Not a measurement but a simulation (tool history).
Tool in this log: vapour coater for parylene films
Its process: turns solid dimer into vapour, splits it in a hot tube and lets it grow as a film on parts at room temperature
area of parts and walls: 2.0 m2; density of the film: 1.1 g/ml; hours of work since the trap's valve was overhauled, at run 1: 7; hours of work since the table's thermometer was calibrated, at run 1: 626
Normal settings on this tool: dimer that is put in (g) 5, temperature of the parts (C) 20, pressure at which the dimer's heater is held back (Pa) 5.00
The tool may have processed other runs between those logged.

run    hour  dimer that is put in (g)  temperature of the parts (C)  pressure at which the dimer's heater is held back (Pa)  hours of work since the trap's valve was overhauled  hours of work since the table's thermometer was calibrated  thickness of the film (nm)
  1     0.0                         5                            20                                                    5.00                                                    7                                                         626                        1874
  2    49.9                         5                            20                                                    5.00                                                   45                                                         665                        1866
  3   120.6                         5                            20                                                    5.00                                                   99                                                         718                        1851
  4   161.7                         5                            20                                                    5.00                                                  130                                                         750                        1856
  5   227.0                         5                            20                                                    5.00                                                  180                                                         800                        1856
  6   266.9                         5                            20                                                    5.00                                                  210                                                         830                        1840
  7   319.5                         6                            20                                                    5.00                                                  250                                                         870                        2198
  8   365.7                         6                            20                                                    5.00                                                  286                                                         905                        2162
      398.5  -- table's thermometer calibrated
  9   424.1                         6                            20                                                    5.00                                                  329                                                          20                        2192
 10   465.7                         5                            20                                                    5.00                                                  361                                                          51                        1814
      509.8  -- table's thermometer calibrated, once more
 11   509.8                         5                            12                                                    5.00                                                  394                                                           0                        2113
 12   559.6                         5                            12                                                    5.00                                                  432                                                          38                        2110
 13   632.1                         5                            12                                                    5.00                                                  487                                                          93                        2080
 14   666.0                         5                            16                                                    5.00                                                  513                                                         119                        1928
 15   703.2                         5                            20                                                    5.57                                                  541                                                         147                        1675
 16   771.5                         5                            20                                                    5.57                                                  594                                                         200                        1670
      800.0  -- trap's valve overhauled
 17   814.9                         5                            20                                                    5.57                                                   11                                                         230                        1803
 18   854.4                         6                            30                                                    5.57                                                   41                                                         260                        1578
 19   909.8                         4                            27                                                    5.57                                                   84                                                         302                        1148
 20   945.2                         4                            27                                                    5.57                                                  111                                                         329                        1146
 21  1003.6                         4                            23                                                    2.63                                                  155                                                         373                        1441
 22  1075.1                         4                            23                                                    2.63                                                  210                                                         428                        1443

Branching from run 22: 5 alternative next runs. What would each branch give?
  A  1128.7                         5                            30                                                    3.34                                                  251                                                         469                           ?
  B  1128.7                         6                            23                                                    2.63                                                  251                                                         469                           ?
  C  1128.7                         5                            25                                                    3.40                                                  251                                                         469                           ?
  D  1128.7                         8                            12                                                    8.76                                                  251                                                         469                           ?
  E  1128.7                         5                            20                                                    9.81                                                  251                                                         469                           ?

run  thickness of the film (nm)
  A                        1374
  B                        2144
  C                        1615
  D                        3383
  E                        1601
Had the tool no hidden state, the same runs would have come out as:
run  thickness of the film (nm)
  A                        1402
  B                        2186
  C                        1647
  D                        3450
  E                        1633
